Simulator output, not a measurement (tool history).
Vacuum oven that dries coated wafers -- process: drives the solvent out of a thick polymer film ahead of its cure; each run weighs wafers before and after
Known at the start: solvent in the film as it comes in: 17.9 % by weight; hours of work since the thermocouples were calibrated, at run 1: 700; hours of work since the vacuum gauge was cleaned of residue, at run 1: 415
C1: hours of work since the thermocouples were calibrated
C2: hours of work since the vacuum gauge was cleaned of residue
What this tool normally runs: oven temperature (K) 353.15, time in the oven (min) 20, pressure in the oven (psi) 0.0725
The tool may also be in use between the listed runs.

Run 1, hour 0: usual settings; C1 700; C2 415. Result: solvent left in the film (%) 4.04.
Run 2, hour 41.9: usual settings but time in the oven (min) 12; C1 722; C2 437. Result: solvent left in the film (%) 6.69.
Run 3, hour 70.4: usual settings but pressure in the oven (psi) 0.0843; C1 737; C2 453. Result: solvent left in the film (%) 4.05.
Run 4, hour 96.1: usual settings but pressure in the oven (psi) 0.0843; C1 751; C2 466. Result: solvent left in the film (%) 4.07.
Run 5, hour 140.1: usual settings but pressure in the oven (psi) 0.0843; C1 774; C2 490. Result: solvent left in the film (%) 3.97.
Run 6, hour 168.8: usual settings but pressure in the oven (psi) 0.2701; C1 790; C2 505. Result: solvent left in the film (%) 4.63.
Run 7, hour 198.3: usual settings but time in the oven (min) 14; C1 805; C2 521. Result: solvent left in the film (%) 5.73.
Run 8, hour 245.1: usual settings but oven temperature (K) 352.15; C1 830; C2 546. Result: solvent left in the film (%) 4.31.
Run 9, hour 268.2: usual settings but oven temperature (K) 352.15; C1 843; C2 558. Result: solvent left in the film (%) 4.27.
Run 10, hour 317.3: usual settings but time in the oven (min) 11; C1 869; C2 584. Result: solvent left in the film (%) 7.18.
Run 11, hour 354.9: usual settings but time in the oven (min) 11; C1 889; C2 604. Result: solvent left in the film (%) 7.01.
Run 12, hour 376.8: usual settings but time in the oven (min) 11; C1 900; C2 616. Result: solvent left in the film (%) 6.94.
Run 13, hour 398.3: usual settings but time in the oven (min) 11; C1 912; C2 627. Result: solvent left in the film (%) 7.15.
Run 14, hour 433.6: usual settings but time in the oven (min) 11; C1 931; C2 646. Result: solvent left in the film (%) 7.08.
Run 15, hour 454.3: usual settings but time in the oven (min) 11; C1 942; C2 657. Result: solvent left in the film (%) 7.04.
Run 16, hour 492.1: usual settings but time in the oven (min) 23; C1 962; C2 677. Result: solvent left in the film (%) 3.36.
Run 17, hour 533.8: usual settings but time in the oven (min) 23; C1 984; C2 699. Result: solvent left in the film (%) 3.28.
Run 18, hour 557: usual settings but pressure in the oven (psi) 0.0648; C1 996; C2 712. Result: solvent left in the film (%) 3.86.
Run 19, hour 586: usual settings but oven temperature (K) 349.15, time in the oven (min) 23, pressure in the oven (psi) 0.0555; C1 1012; C2 727. Result: solvent left in the film (%) 4.5.
Run 20, hour 615.6: usual settings but oven temperature (K) 357.15, time in the oven (min) 23, pressure in the oven (psi) 0.0425; C1 1028; C2 743. Result: solvent left in the film (%) 2.19.
Run 21, hour 643.6: usual settings but pressure in the oven (psi) 0.2412; C1 1042; C2 758. Result: solvent left in the film (%) 4.53.
Run 22, hour 669.4: usual settings but oven temperature (K) 339.15, time in the oven (min) 19, pressure in the oven (psi) 0.1044; C1 1056; C2 771. Result: solvent left in the film (%) 9.
Run 23, hour 707.3: usual settings but oven temperature (K) 350.15, pressure in the oven (psi) 0.039; C1 1076; C2 792. Result: solvent left in the film (%) 4.74.
Run 24, hour 749.3: usual settings but oven temperature (K) 358.15, time in the oven (min) 27, pressure in the oven (psi) 0.1378; C1 1099; C2 814. Result: solvent left in the film (%) 1.7.
Run 25, hour 794.2: usual settings but oven temperature (K) 352.15, time in the oven (min) 13, pressure in the oven (psi) 0.1378; C1 1123; C2 838. Result: solvent left in the film (%) 6.66.
Run 26, hour 834.4: usual settings but oven temperature (K) 366.15, time in the oven (min) 13, pressure in the oven (psi) 0.1378; C1 1144; C2 859. Result: solvent left in the film (%) 2.47.
Run 27, hour 869.4: usual settings but oven temperature (K) 366.15, time in the oven (min) 13, pressure in the oven (psi) 0.1378; C1 1163; C2 878. Result: solvent left in the film (%) 2.36.
Run 28, hour 889.8: usual settings but oven temperature (K) 344.15, time in the oven (min) 10, pressure in the oven (psi) 0.0525; C1 1174; C2 889. Result: solvent left in the film (%) 10.07.

Forecast each of these 4 alternatives for the next run:
Run A, hour 915.5: usual settings but pressure in the oven (psi) 0.0735; C1 1187; C2 902. Result: solvent left in the film (%) ?.
Run B, hour 915.5: usual settings but oven temperature (K) 365.15, pressure in the oven (psi) 0.1181; C1 1187; C2 902. Result: solvent left in the film (%) ?.
Run C, hour 915.5: usual settings but oven temperature (K) 340.15, time in the oven (min) 23, pressure in the oven (psi) 0.0525; C1 1187; C2 902. Result: solvent left in the film (%) ?.
Run D, hour 915.5: usual settings but time in the oven (min) 30; C1 1187; C2 902. Result: solvent left in the film (%) ?.

run  solvent left in the film (%)
  A                          4.01
  B                          1.18
  C                           7.4
  D                          2.19
Take away the tool's hidden state, keep each run's random variation, and the runs would have read:
run  solvent left in the film (%)
  A                          3.98
  B                          1.17
  C                          7.37
  D                          2.17
